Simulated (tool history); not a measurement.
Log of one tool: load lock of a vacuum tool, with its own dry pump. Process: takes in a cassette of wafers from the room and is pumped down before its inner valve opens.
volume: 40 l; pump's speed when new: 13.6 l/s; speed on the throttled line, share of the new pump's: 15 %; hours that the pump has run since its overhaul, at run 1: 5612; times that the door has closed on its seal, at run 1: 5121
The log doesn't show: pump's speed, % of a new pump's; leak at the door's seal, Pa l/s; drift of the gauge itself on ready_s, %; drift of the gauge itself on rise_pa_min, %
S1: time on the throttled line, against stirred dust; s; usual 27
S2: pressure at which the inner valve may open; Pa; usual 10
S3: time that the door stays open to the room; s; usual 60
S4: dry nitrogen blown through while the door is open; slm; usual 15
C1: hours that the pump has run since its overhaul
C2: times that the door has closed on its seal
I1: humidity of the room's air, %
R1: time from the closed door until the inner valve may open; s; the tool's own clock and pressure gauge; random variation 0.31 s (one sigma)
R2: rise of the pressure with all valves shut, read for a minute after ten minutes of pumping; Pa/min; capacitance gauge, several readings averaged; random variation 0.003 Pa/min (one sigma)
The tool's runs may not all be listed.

Run 1, day 0: usual settings; C1 5612; C2 5121; I1 44.4. Result: R1 50.4 s, R2 0.041 Pa/min.
Run 2, day 18.104: usual settings but S2 19 Pa; C1 6046; C2 7112; I1 46. Result: R1 48.4 s, R2 0.036 Pa/min.
Run 3, day 28.579: usual settings; C1 6297; C2 8264; I1 45. Result: R1 50 s, R2 0.033 Pa/min.
Run 4, day 45.567: usual settings; C1 6705; C2 10133; I1 43.9. Result: R1 50 s, R2 0.04 Pa/min.
Run 5, day 55.779: usual settings; C1 6950; C2 11256; I1 48.4. Result: R1 50.2 s, R2 0.037 Pa/min.
Run 6, day 65.429: usual settings; C1 7182; C2 12317; I1 46.4. Result: R1 50.4 s, R2 0.035 Pa/min.
Run 7, day 76.458: usual settings; C1 7447; C2 13530; I1 44.4. Result: R1 49.7 s, R2 0.035 Pa/min.
Run 8, day 93.821: usual settings but S1 39 s; C1 7863; C2 15440; I1 45.3. Result: R1 60.7 s, R2 0.039 Pa/min.
Run 9, day 114.421: usual settings but S1 39 s; C1 8358; C2 17706; I1 44.3. Result: R1 60.7 s, R2 0.039 Pa/min.
Run 10, day 128.875: usual settings but S1 39 s; C1 8705; C2 19296; I1 45.6. Result: R1 60.3 s, R2 0.04 Pa/min.
Run 11, day 147.496: usual settings but S1 39 s; C1 9151; C2 21344; I1 44.8. Result: R1 60.3 s, R2 0.042 Pa/min.
At day 159.925: dry pump taken out, an overhauled one fitted.
Run 12, day 164.304: usual settings but S1 39 s; C1 105; C2 23166; I1 44.1. Result: R1 60.3 s, R2 0.035 Pa/min.
Run 13, day 182.079: usual settings but S4 5 slm; C1 532; C2 25121; I1 47.7. Result: R1 50.3 s, R2 0.048 Pa/min.
Run 14, day 191.921: usual settings; C1 768; C2 26203; I1 45.2. Result: R1 50.2 s, R2 0.036 Pa/min.
Run 15, day 202.4: usual settings but S1 31 s; C1 1019; C2 27356; I1 43.1. Result: R1 53.4 s, R2 0.036 Pa/min.
Run 16, day 217.296: usual settings but S2 8 Pa; C1 1377; C2 28995; I1 44. Result: R1 50.8 s, R2 0.031 Pa/min.
Run 17, day 234.95: usual settings but S3 42 s; C1 1801; C2 30937; I1 45.6. Result: R1 50.2 s, R2 0.032 Pa/min.
Run 18, day 244.004: usual settings but S3 42 s; C1 2018; C2 31933; I1 49.5. Result: R1 50.5 s, R2 0.033 Pa/min.
Run 19, day 252.529: usual settings but S3 42 s; C1 2222; C2 32870; I1 44.5. Result: R1 50.3 s, R2 0.028 Pa/min.
Run 20, day 265.733: usual settings but S1 28 s, S3 236 s, S4 13 slm; C1 2539; C2 34323; I1 45.2. Result: R1 50.9 s, R2 0.067 Pa/min.
Run 21, day 276: usual settings but S1 28 s, S3 236 s, S4 13 slm; C1 2786; C2 35452; I1 46.1. Result: R1 50.5 s, R2 0.074 Pa/min.
Run 22, day 293.933: usual settings but S2 11 Pa, S4 10 slm; C1 3216; C2 37424; I1 42.6. Result: R1 49.9 s, R2 0.039 Pa/min.
Run 23, day 303.112: usual settings but S1 51 s, S2 9 Pa, S3 51 s, S4 8 slm; C1 3436; C2 38434; I1 47.1. Result: R1 71.2 s, R2 0.043 Pa/min.
Run 24, day 318.929: usual settings but S1 51 s, S2 9 Pa, S3 51 s, S4 8 slm; C1 3816; C2 40174; I1 47.5. Result: R1 70.8 s, R2 0.037 Pa/min.
At day 330.496: door's seal changed, seat wiped.
Run 25, day 333.917: usual settings but S1 51 s, S2 20 Pa, S3 53 s, S4 20 slm; C1 4174; C2 377; I1 43.6. Result: R1 68 s, R2 0.024 Pa/min.
Run 26, day 349.817: usual settings but S1 51 s, S2 20 Pa, S3 53 s, S4 20 slm; C1 4556; C2 2125; I1 44.2. Result: R1 67.9 s, R2 0.03 Pa/min.
Run 27, day 366.762: usual settings but S1 23 s, S2 20 Pa, S3 35 s, S4 20 slm; C1 4963; C2 3989; I1 46.8. Result: R1 44.6 s, R2 0.03 Pa/min.
Run 28, day 380.892: usual settings but S1 23 s, S2 20 Pa, S3 35 s, S4 20 slm; C1 5302; C2 5543; I1 44.2. Result: R1 44.6 s, R2 0.022 Pa/min.
Run 29, day 390.608: usual settings but S3 52 s, S4 6 slm; C1 5535; C2 6612; I1 47.1. Result: R1 50 s, R2 0.042 Pa/min.
Run 30, day 399.55: usual settings but S1 19 s, S3 157 s, S4 4 slm; C1 5750; C2 7596; I1 46.1. Result: R1 43.1 s, R2 0.07 Pa/min.
Run 31, day 411.533: usual settings but S1 19 s, S2 18 Pa, S3 76 s, S4 31 slm; C1 6037; C2 8914; I1 43.9. Result: R1 42.1 s, R2 0.032 Pa/min.
Run 32, day 421.712: usual settings but S1 30 s, S3 69 s, S4 33 slm; C1 6281; C2 10033; I1 42.4. Result: R1 52.1 s, R2 0.027 Pa/min.
Run 33, day 440.021: usual settings but S2 8 Pa, S4 19 slm; C1 6721; C2 12047; I1 42.1. Result: R1 50.3 s, R2 0.034 Pa/min.
Run 34, day 459.854: usual settings but S2 8 Pa, S4 19 slm; C1 7197; C2 14229; I1 45.1. Result: R1 50.5 s, R2 0.037 Pa/min.
Run 35, day 477.35: usual settings but S1 20 s, S2 7 Pa, S3 148 s, S4 43 slm; C1 7617; C2 16153; I1 44.5. Result: R1 45.3 s, R2 0.034 Pa/min.
Run 36, day 487.017: usual settings but S1 20 s, S2 7 Pa, S3 148 s, S4 43 slm; C1 7849; C2 17217; I1 44.4. Result: R1 45.5 s, R2 0.035 Pa/min.

Forecast run 37:
Run 37, day 496.575: usual settings but S1 16 s, S2 17 Pa, S3 26 s, S4 21 slm; C1 8078; C2 18268; I1 42.5. Result: R1 ?, R2 ?.

R1: 38.9 s
R2: 0.025 Pa/min
Without the tool's hidden state the same run would have given R1 38.9 s, R2 0.025 Pa/min.

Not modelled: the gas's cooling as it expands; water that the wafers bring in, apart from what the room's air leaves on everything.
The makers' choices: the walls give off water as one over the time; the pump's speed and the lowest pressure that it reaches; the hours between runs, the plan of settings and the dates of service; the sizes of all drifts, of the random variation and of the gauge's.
